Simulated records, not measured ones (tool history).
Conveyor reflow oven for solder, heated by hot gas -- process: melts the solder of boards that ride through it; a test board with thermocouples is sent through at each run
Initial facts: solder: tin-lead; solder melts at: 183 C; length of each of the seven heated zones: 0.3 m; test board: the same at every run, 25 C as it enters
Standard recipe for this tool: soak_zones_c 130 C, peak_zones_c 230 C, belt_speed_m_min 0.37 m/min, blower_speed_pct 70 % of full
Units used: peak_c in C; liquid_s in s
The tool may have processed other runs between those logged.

run,hour,soak_zones_c,peak_zones_c,belt_speed_m_min,blower_speed_pct,peak_c,liquid_s
1,0,130,230,0.37,70,209.1,60
2,4.3,130,230,0.37,77,210.3,62.1
3,13.8,130,230,0.37,70,209.4,59.6
4,21.4,130,230,0.37,85,211.4,63.9
5,28.2,130,230,0.37,70,208.6,59.5
6,38.2,130,230,0.37,70,208.5,59.6
7,48.5,130,230,0.37,70,209.1,60.2
8,57.5,130,230,0.37,70,209,60.4
9,66.3,130,230,0.37,70,208.4,59.5
10,74,130,230,0.37,70,209.3,59.7
11,82.6,130,230,0.37,70,208.9,60.4
12,91.5,130,230,0.37,87,211.7,64.1
13,98.8,130,230,0.37,70,209.1,59.7
14,104.8,130,230,0.37,61,207,56
15,112,130,230,0.303,70,215.1,84.4
16,116.6,130,230,0.303,70,214.9,84.2
# hour 121.4: belt drive overhauled, speed set with a stopwatch
17,129.9,130,219,0.303,70,205.6,71.1
18,134.8,130,242,0.346,53,217.6,74.1
19,139.3,129,238,0.373,70,215.4,65.7
20,146.3,130,230,0.324,72,213.8,76.2
21,154.8,128,220,0.352,72,202.2,52.9
# hour 163.9: belt drive overhauled, speed set with a stopwatch, once more
22,168.9,130,230,0.346,85,213,70.3
23,174.2,130,230,0.346,85,213.2,70.4
24,180.8,130,230,0.346,85,213.3,69.9
25,191,134,230,0.346,85,213.4,72.9
26,200.4,130,230,0.415,70,204.3,45.4
27,208.5,130,244,0.37,70,220.5,70.9
28,212.9,130,239,0.37,64,214.4,66
29,217.6,137,239,0.317,76,223.3,91.3
30,227.6,137,239,0.325,76,222.6,88.6
31,237.7,137,239,0.325,76,222.7,88.6

A few steps of peak_c between consecutive runs. Split each: what settings, incoming material and random variation would produce without the hidden state, and what is left over for the hidden state, along with gauge scatter present in only one of the two compared results (measured, and without hidden state):
What the log doesn't record here: heat that the gas passes to the board, % of a clean oven's; belt's true speed, % of the reading; true gas temperature in zones 6 and 7 over the reading, C; drift of the gauge itself on peak_c, C; drift of the gauge itself on liquid_s, %.
Run 17 -> 18: peak_zones_c 219 -> 242, belt_speed_m_min 0.303 -> 0.346, blower_speed_pct 70 -> 53. peak_c +12 C: hidden state +0, all else +12.
Run 18 -> 19: soak_zones_c 130 -> 129, peak_zones_c 242 -> 238, belt_speed_m_min 0.346 -> 0.373, blower_speed_pct 53 -> 70. peak_c -2.2 C: hidden state -0.2, all else -2.
Run 20 -> 21: soak_zones_c 130 -> 128, peak_zones_c 230 -> 220, belt_speed_m_min 0.324 -> 0.352. peak_c -11.6 C: hidden state +0.1, all else -11.7.
Run 21 -> 22: soak_zones_c 128 -> 130, peak_zones_c 220 -> 230, belt_speed_m_min 0.352 -> 0.346, blower_speed_pct 72 -> 85, belt drive overhauled, speed set with a stopwatch, once more. peak_c +10.8 C: hidden state -0.5, all else +11.3.
Run 25 -> 26: soak_zones_c 134 -> 130, belt_speed_m_min 0.346 -> 0.415, blower_speed_pct 85 -> 70. peak_c -9.1 C: hidden state -0.2, all else -8.9.
Run 26 -> 27: peak_zones_c 230 -> 244, belt_speed_m_min 0.415 -> 0.37. peak_c +16.2 C: hidden state +0, all else +16.2.
